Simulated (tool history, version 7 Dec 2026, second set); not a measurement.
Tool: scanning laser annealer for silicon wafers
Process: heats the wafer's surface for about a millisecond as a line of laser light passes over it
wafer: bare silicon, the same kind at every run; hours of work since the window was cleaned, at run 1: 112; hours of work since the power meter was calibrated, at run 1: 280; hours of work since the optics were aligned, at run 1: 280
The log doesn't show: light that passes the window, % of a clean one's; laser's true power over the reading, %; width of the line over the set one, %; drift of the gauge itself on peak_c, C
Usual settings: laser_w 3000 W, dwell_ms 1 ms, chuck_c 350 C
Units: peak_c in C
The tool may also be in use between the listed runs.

run	hour	laser_w	dwell_ms	chuck_c	hours of work since the window was cleaned	hours of work since the power meter was calibrated	hours of work since the optics were aligned	peak_c
1	0	3000	1	350	112	280	280	1165
2	47.1	3000	1	350	144	312	312	1161
3	77.9	3000	1	350	165	333	333	1158
4	131.3	3000	1	368	202	369	369	1169
5	190.5	3000	1	368	242	409	409	1165
6	225.1	3000	1	368	265	433	433	1161
7	265.2	3000	1	368	293	460	460	1162
# hour 305.4: window over the wafer cleaned
8	332.3	3000	1	350	18	504	504	1175
9	374.2	3000	1	350	47	533	533	1176
10	425.4	3000	1	350	82	567	567	1169
11	499.3	2681	1.14	377	132	617	617	1165
12	545.2	2851	1	350	163	649	649	1121
13	583.2	2851	1	350	189	674	674	1116
14	637.1	3000	0.92	338	225	711	711	1100
15	700.4	2791	1	350	268	754	754	1090
16	739.3	2675	0.98	350	295	781	781	1053
# hour 775.1: window over the wafer cleaned
17	786.5	3137	1	375	8	811	811	1234
18	840.4	3137	1	375	44	848	848	1226
19	904.4	3137	1	375	88	891	891	1216

3 ways to go on from here, each from the tool as it stands after run 19. What would each give?
A	941.8	3000	1	356	113	917	917	?
B	941.8	3000	1	335	113	917	917	?
C	941.8	3137	0.7	375	113	917	917	?

run	peak_c
A	1164
B	1144
C	1066
Without the tool's hidden state the same runs would have given:
run	peak_c
A	1193
B	1172
C	1090

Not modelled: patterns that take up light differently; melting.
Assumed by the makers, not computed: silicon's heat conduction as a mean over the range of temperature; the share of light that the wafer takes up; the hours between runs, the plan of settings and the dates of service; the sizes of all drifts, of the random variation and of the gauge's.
